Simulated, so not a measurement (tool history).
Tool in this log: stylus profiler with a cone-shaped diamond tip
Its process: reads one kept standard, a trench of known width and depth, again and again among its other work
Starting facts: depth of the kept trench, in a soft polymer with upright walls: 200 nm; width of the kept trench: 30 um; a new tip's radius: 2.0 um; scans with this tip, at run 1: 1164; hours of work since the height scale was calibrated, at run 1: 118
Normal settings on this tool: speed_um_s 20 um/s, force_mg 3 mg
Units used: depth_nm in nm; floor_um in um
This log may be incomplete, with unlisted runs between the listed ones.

run,hour,speed_um_s,force_mg,scans with this tip,hours of work since the height scale was calibrated,depth_nm,floor_um
1,0.0,20,3,1164,118,201.33,28.07
2,51.8,20,3,1383,141,201.40,28.02
3,107.8,20,3,1618,165,201.10,27.98
4,180.5,20,3,1924,196,201.26,27.95
5,240.9,20,3,2179,222,201.45,27.94
6,316.7,62,3,2498,254,201.28,27.76
7,391.7,20,3,2814,286,201.23,27.84
8,449.8,20,3,3059,311,201.37,27.88
9,503.9,20,3,3286,334,201.20,27.82
10,546.6,20,3,3466,353,201.28,27.80
11,597.0,20,3,3679,374,201.05,27.78
12,660.3,20,3,3945,401,201.16,27.75
13,707.0,20,3,4142,421,201.45,27.76

What will run 14 give?
14,746.8,20,3,4310,438,?,?

{"run 14": {"depth_nm": 201.21, "floor_um": 27.67}}
With the hidden condition absent and the run-to-run variation left alone, this run would have shown depth_nm 201.48 nm, floor_um 28.16 um.

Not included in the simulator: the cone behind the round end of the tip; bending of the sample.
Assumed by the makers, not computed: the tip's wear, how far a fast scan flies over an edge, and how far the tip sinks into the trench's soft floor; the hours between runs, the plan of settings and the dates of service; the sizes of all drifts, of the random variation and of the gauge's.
